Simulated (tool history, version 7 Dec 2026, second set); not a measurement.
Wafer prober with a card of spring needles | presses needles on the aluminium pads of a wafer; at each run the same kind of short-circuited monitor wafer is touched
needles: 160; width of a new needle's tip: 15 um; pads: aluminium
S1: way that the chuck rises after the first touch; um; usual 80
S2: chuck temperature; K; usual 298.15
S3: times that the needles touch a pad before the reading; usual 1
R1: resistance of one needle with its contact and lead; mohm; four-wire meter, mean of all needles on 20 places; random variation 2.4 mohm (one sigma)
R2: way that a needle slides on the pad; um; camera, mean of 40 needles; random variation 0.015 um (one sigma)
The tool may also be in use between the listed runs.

run 1 hour=0.0 | S1=80 S2=298.15 S3=1 | R1=271 R2=15.98
-- hour=8.5 tips cleaned on abrasive film
-- hour=28.3 tips cleaned on abrasive film
run 2 hour=40.3 | S1=80 S2=298.15 S3=1 | R1=271 R2=16.01
-- hour=48.8 tips cleaned on abrasive film
-- hour=49.1 height of the first contact set anew
-- hour=68.1 tips cleaned on abrasive film
run 3 hour=71.9 | S1=80 S2=298.15 S3=1 | R1=268 R2=15.99
-- hour=87.7 tips cleaned on abrasive film
run 4 hour=102.7 | S1=80 S2=298.15 S3=1 | R1=273 R2=16.00
-- hour=105.1 tips cleaned on abrasive film
-- hour=125.3 tips cleaned on abrasive film
run 5 hour=134.5 | S1=80 S2=298.15 S3=1 | R1=270 R2=16.02
-- hour=142.7 tips cleaned on abrasive film
-- hour=162.1 tips cleaned on abrasive film
-- hour=179.7 tips cleaned on abrasive film
run 6 hour=182.1 | S1=80 S2=298.15 S3=1 | R1=268 R2=16.07
-- hour=198.1 tips cleaned on abrasive film
-- hour=211.1 height of the first contact set anew
-- hour=217.9 tips cleaned on abrasive film
run 7 hour=227.4 | S1=80 S2=298.15 S3=1 | R1=268 R2=16.10
-- hour=236.9 tips cleaned on abrasive film
-- hour=254.5 tips cleaned on abrasive film
-- hour=274.2 tips cleaned on abrasive film
run 8 hour=276.8 | S1=80 S2=298.15 S3=1 | R1=267 R2=16.11
-- hour=291.3 tips cleaned on abrasive film
-- hour=309.4 tips cleaned on abrasive film
-- hour=328.3 tips cleaned on abrasive film
run 9 hour=328.9 | S1=80 S2=298.15 S3=1 | R1=265 R2=16.16
-- hour=347.5 tips cleaned on abrasive film
run 10 hour=358.8 | S1=80 S2=298.15 S3=1 | R1=268 R2=16.18
-- hour=366.3 tips cleaned on abrasive film
-- hour=375.0 height of the first contact set anew
-- hour=386.4 tips cleaned on abrasive film
-- hour=405.6 tips cleaned on abrasive film
run 11 hour=412.5 | S1=61 S2=298.15 S3=1 | R1=274 R2=12.35
-- hour=422.8 tips cleaned on abrasive film
run 12 hour=437.5 | S1=61 S2=298.15 S3=1 | R1=275 R2=12.35
-- hour=440.9 tips cleaned on abrasive film
-- hour=460.9 tips cleaned on abrasive film
run 13 hour=471.6 | S1=61 S2=298.15 S3=1 | R1=278 R2=12.38
-- hour=480.1 tips cleaned on abrasive film
-- hour=499.7 tips cleaned on abrasive film
-- hour=515.7 gauge calibrated
-- hour=518.6 tips cleaned on abrasive film
run 14 hour=520.0 | S1=80 S2=337.15 S3=1 | R1=283 R2=15.98
-- hour=535.6 tips cleaned on abrasive film
-- hour=539.1 height of the first contact set anew
-- hour=554.6 tips cleaned on abrasive film
run 15 hour=561.1 | S1=80 S2=307.15 S3=2 | R1=269 R2=16.00
-- hour=571.6 tips cleaned on abrasive film
-- hour=592.7 tips cleaned on abrasive film
run 16 hour=595.6 | S1=80 S2=307.15 S3=2 | R1=274 R2=16.01
-- hour=611.0 tips cleaned on abrasive film
-- hour=629.9 tips cleaned on abrasive film
run 17 hour=641.3 | S1=80 S2=307.15 S3=2 | R1=272 R2=16.01
-- hour=648.7 tips cleaned on abrasive film
-- hour=666.8 tips cleaned on abrasive film
-- hour=684.4 tips cleaned on abrasive film
run 18 hour=697.5 | S1=80 S2=307.15 S3=2 | R1=271 R2=16.06
-- hour=700.3 height of the first contact set anew
-- hour=703.4 tips cleaned on abrasive film
-- hour=721.2 tips cleaned on abrasive film
-- hour=738.5 tips cleaned on abrasive film
run 19 hour=742.8 | S1=65 S2=383.15 S3=2 | R1=298 R2=13.08
-- hour=758.1 tips cleaned on abrasive film
-- hour=776.0 tips cleaned on abrasive film
run 20 hour=776.0 | S1=65 S2=383.15 S3=2 | R1=297 R2=13.11

Forecast run 21:
-- hour=793.9 tips cleaned on abrasive film
-- hour=811.2 tips cleaned on abrasive film
run 21 hour=827.4 | S1=65 S2=359.15 S3=2 | R1=? R2=?

Run 21 gave R1 290 mohm, R2 13.12 um.
Without the tool's hidden state the same run would have given R1 289 mohm, R2 12.98 um.
